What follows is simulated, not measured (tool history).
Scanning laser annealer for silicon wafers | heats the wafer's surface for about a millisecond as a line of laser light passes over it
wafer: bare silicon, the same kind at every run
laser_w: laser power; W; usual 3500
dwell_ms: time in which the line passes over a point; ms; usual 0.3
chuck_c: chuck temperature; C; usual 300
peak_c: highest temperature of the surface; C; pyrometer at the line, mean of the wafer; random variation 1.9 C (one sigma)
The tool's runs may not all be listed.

Run 1, hour 0: usual settings. Result: peak_c 1111 C.
Run 2, hour 10: usual settings. Result: peak_c 1109 C.
Run 3, hour 21.4: usual settings. Result: peak_c 1111 C.
Run 4, hour 31.6: usual settings but laser_w 3781 W. Result: peak_c 1181 C.
Run 5, hour 37.9: usual settings but laser_w 3781 W. Result: peak_c 1177 C.
Run 6, hour 46.7: usual settings but laser_w 3781 W. Result: peak_c 1173 C.
Run 7, hour 55.4: usual settings but laser_w 3261 W. Result: peak_c 1054 C.
Run 8, hour 63.7: usual settings but laser_w 3261 W. Result: peak_c 1053 C.
Run 9, hour 72.1: usual settings but laser_w 3261 W. Result: peak_c 1049 C.
Run 10, hour 79.8: usual settings. Result: peak_c 1109 C.
Run 11, hour 86.2: usual settings. Result: peak_c 1107 C.
Run 12, hour 91.3: usual settings. Result: peak_c 1106 C.
Run 13, hour 96.2: usual settings. Result: peak_c 1110 C.
Run 14, hour 105.7: usual settings but laser_w 3726 W, dwell_ms 0.319 ms, chuck_c 277 C. Result: peak_c 1163 C.
Run 15, hour 110.8: usual settings but laser_w 3726 W, dwell_ms 0.319 ms, chuck_c 277 C. Result: peak_c 1163 C.
Run 16, hour 115.6: usual settings but dwell_ms 0.377 ms, chuck_c 264 C. Result: peak_c 1165 C.
Run 17, hour 121.5: usual settings but laser_w 3273 W, chuck_c 331 C. Result: peak_c 1085 C.
Run 18, hour 127.7: usual settings but laser_w 3273 W, chuck_c 331 C. Result: peak_c 1081 C.
Run 19, hour 134.7: usual settings but laser_w 3148 W, dwell_ms 0.283 ms, chuck_c 279 C. Result: peak_c 981 C.
Run 20, hour 146.1: usual settings but laser_w 3656 W, dwell_ms 0.214 ms, chuck_c 318 C. Result: peak_c 1031 C.
Run 21, hour 152.2: usual settings but laser_w 3656 W, dwell_ms 0.214 ms, chuck_c 318 C. Result: peak_c 1030 C.
Run 22, hour 160.5: usual settings but laser_w 3656 W, dwell_ms 0.212 ms, chuck_c 330 C. Result: peak_c 1038 C.
Run 23, hour 171.2: usual settings but laser_w 3656 W, dwell_ms 0.212 ms, chuck_c 330 C. Result: peak_c 1037 C.
Run 24, hour 180: usual settings but chuck_c 320 C. Result: peak_c 1124 C.
Run 25, hour 191.5: usual settings but dwell_ms 0.373 ms, chuck_c 264 C. Result: peak_c 1155 C.

Forecast each of these 5 alternatives for the next run:
Run A, hour 198.6: usual settings but dwell_ms 0.373 ms, chuck_c 298 C. Result: peak_c ?.
Run B, hour 198.6: usual settings but laser_w 3338 W, dwell_ms 0.343 ms, chuck_c 324 C. Result: peak_c ?.
Run C, hour 198.6: usual settings but chuck_c 281 C. Result: peak_c ?.
Run D, hour 198.6: usual settings but laser_w 3241 W, dwell_ms 0.289 ms, chuck_c 327 C. Result: peak_c ?.
Run E, hour 198.6: usual settings but dwell_ms 0.373 ms, chuck_c 271 C. Result: peak_c ?.

run  peak_c
  A    1192
  B    1137
  C    1084
  D    1056
  E    1167
Without the tool's hidden state the same runs would have given:
run  peak_c
  A    1215
  B    1157
  C    1104
  D    1074
  E    1190
